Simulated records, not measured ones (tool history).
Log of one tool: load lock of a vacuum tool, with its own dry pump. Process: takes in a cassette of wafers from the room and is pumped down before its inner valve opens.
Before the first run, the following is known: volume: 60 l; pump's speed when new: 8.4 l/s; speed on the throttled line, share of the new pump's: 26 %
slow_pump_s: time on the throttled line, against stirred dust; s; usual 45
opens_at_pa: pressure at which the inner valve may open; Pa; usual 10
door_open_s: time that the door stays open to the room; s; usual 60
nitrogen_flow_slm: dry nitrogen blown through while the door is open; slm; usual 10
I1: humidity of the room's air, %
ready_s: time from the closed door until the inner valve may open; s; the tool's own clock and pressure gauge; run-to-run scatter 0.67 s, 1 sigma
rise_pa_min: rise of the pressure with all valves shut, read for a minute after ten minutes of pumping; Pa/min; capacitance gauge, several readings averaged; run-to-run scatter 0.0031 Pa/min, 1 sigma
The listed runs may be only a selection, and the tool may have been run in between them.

run 1 hour=0.0 | slow_pump_s=45 opens_at_pa=10 door_open_s=60 nitrogen_flow_slm=10 | I1=49.5 | ready_s=101.6 rise_pa_min=0.147
run 2 hour=666.0 | slow_pump_s=45 opens_at_pa=10 door_open_s=60 nitrogen_flow_slm=10 | I1=46.8 | ready_s=101.9 rise_pa_min=0.148
run 3 hour=1107.7 | slow_pump_s=45 opens_at_pa=10 door_open_s=60 nitrogen_flow_slm=10 | I1=46.0 | ready_s=101.5 rise_pa_min=0.147
run 4 hour=1518.5 | slow_pump_s=82 opens_at_pa=10 door_open_s=60 nitrogen_flow_slm=10 | I1=45.0 | ready_s=130.5 rise_pa_min=0.152
run 5 hour=2208.6 | slow_pump_s=82 opens_at_pa=10 door_open_s=60 nitrogen_flow_slm=10 | I1=44.4 | ready_s=129.2 rise_pa_min=0.162
run 6 hour=2570.3 | slow_pump_s=45 opens_at_pa=10 door_open_s=60 nitrogen_flow_slm=8 | I1=43.7 | ready_s=103.8 rise_pa_min=0.169
run 7 hour=3282.9 | slow_pump_s=45 opens_at_pa=10 door_open_s=60 nitrogen_flow_slm=43 | I1=46.8 | ready_s=103.1 rise_pa_min=0.146
run 8 hour=3959.4 | slow_pump_s=45 opens_at_pa=10 door_open_s=60 nitrogen_flow_slm=43 | I1=47.8 | ready_s=104.6 rise_pa_min=0.161
run 9 hour=4497.5 | slow_pump_s=45 opens_at_pa=10 door_open_s=60 nitrogen_flow_slm=43 | I1=47.1 | ready_s=104.0 rise_pa_min=0.161
run 10 hour=5138.5 | slow_pump_s=45 opens_at_pa=10 door_open_s=60 nitrogen_flow_slm=10 | I1=47.5 | ready_s=105.5 rise_pa_min=0.198
run 11 hour=5842.7 | slow_pump_s=45 opens_at_pa=10 door_open_s=60 nitrogen_flow_slm=25 | I1=44.4 | ready_s=104.7 rise_pa_min=0.187
run 12 hour=6447.5 | slow_pump_s=45 opens_at_pa=10 door_open_s=60 nitrogen_flow_slm=25 | I1=42.6 | ready_s=104.4 rise_pa_min=0.192
run 13 hour=7087.3 | slow_pump_s=52 opens_at_pa=10 door_open_s=60 nitrogen_flow_slm=10 | I1=49.7 | ready_s=109.6 rise_pa_min=0.225
run 14 hour=7659.6 | slow_pump_s=52 opens_at_pa=10 door_open_s=60 nitrogen_flow_slm=10 | I1=44.5 | ready_s=110.5 rise_pa_min=0.218
run 15 hour=8287.3 | slow_pump_s=34 opens_at_pa=10 door_open_s=60 nitrogen_flow_slm=10 | I1=46.6 | ready_s=97.6 rise_pa_min=0.229
run 16 hour=8809.8 | slow_pump_s=34 opens_at_pa=10 door_open_s=60 nitrogen_flow_slm=10 | I1=45.1 | ready_s=97.6 rise_pa_min=0.234
run 17 hour=9285.4 | slow_pump_s=45 opens_at_pa=10 door_open_s=27 nitrogen_flow_slm=10 | I1=47.8 | ready_s=106.8 rise_pa_min=0.221
run 18 hour=9950.5 | slow_pump_s=45 opens_at_pa=10 door_open_s=27 nitrogen_flow_slm=10 | I1=44.3 | ready_s=107.5 rise_pa_min=0.230
run 19 hour=10689.6 | slow_pump_s=45 opens_at_pa=10 door_open_s=27 nitrogen_flow_slm=10 | I1=39.8 | ready_s=106.8 rise_pa_min=0.232
run 20 hour=11413.5 | slow_pump_s=45 opens_at_pa=10 door_open_s=27 nitrogen_flow_slm=10 | I1=45.9 | ready_s=108.2 rise_pa_min=0.247
run 21 hour=11720.5 | slow_pump_s=31 opens_at_pa=20 door_open_s=60 nitrogen_flow_slm=10 | I1=43.7 | ready_s=91.4 rise_pa_min=0.278
run 22 hour=12051.8 | slow_pump_s=31 opens_at_pa=20 door_open_s=60 nitrogen_flow_slm=10 | I1=47.0 | ready_s=91.8 rise_pa_min=0.280
run 23 hour=12376.3 | slow_pump_s=31 opens_at_pa=20 door_open_s=60 nitrogen_flow_slm=10 | I1=44.5 | ready_s=92.9 rise_pa_min=0.276
run 24 hour=13076.6 | slow_pump_s=27 opens_at_pa=10 door_open_s=60 nitrogen_flow_slm=12 | I1=42.7 | ready_s=96.0 rise_pa_min=0.285
run 25 hour=13529.1 | slow_pump_s=27 opens_at_pa=10 door_open_s=94 nitrogen_flow_slm=12 | I1=46.3 | ready_s=95.8 rise_pa_min=0.317
run 26 hour=14230.6 | slow_pump_s=27 opens_at_pa=10 door_open_s=60 nitrogen_flow_slm=24 | I1=42.9 | ready_s=97.2 rise_pa_min=0.295
run 27 hour=14906.2 | slow_pump_s=24 opens_at_pa=13 door_open_s=60 nitrogen_flow_slm=10 | I1=43.8 | ready_s=91.6 rise_pa_min=0.311
run 28 hour=15534.8 | slow_pump_s=24 opens_at_pa=16 door_open_s=60 nitrogen_flow_slm=10 | I1=42.7 | ready_s=91.0 rise_pa_min=0.316
run 29 hour=16166.2 | slow_pump_s=24 opens_at_pa=16 door_open_s=60 nitrogen_flow_slm=10 | I1=48.2 | ready_s=92.0 rise_pa_min=0.335

Run 30 comes next. What will it give?
run 30 hour=16731.4 | slow_pump_s=24 opens_at_pa=16 door_open_s=159 nitrogen_flow_slm=5 | I1=43.4 | ready_s=? rise_pa_min=?

{"run 30": {"ready_s": 91.3, "rise_pa_min": 0.4}}
Had the tool carried no hidden state, the very same run would have given ready_s 80.3 s, rise_pa_min 0.114 Pa/min.
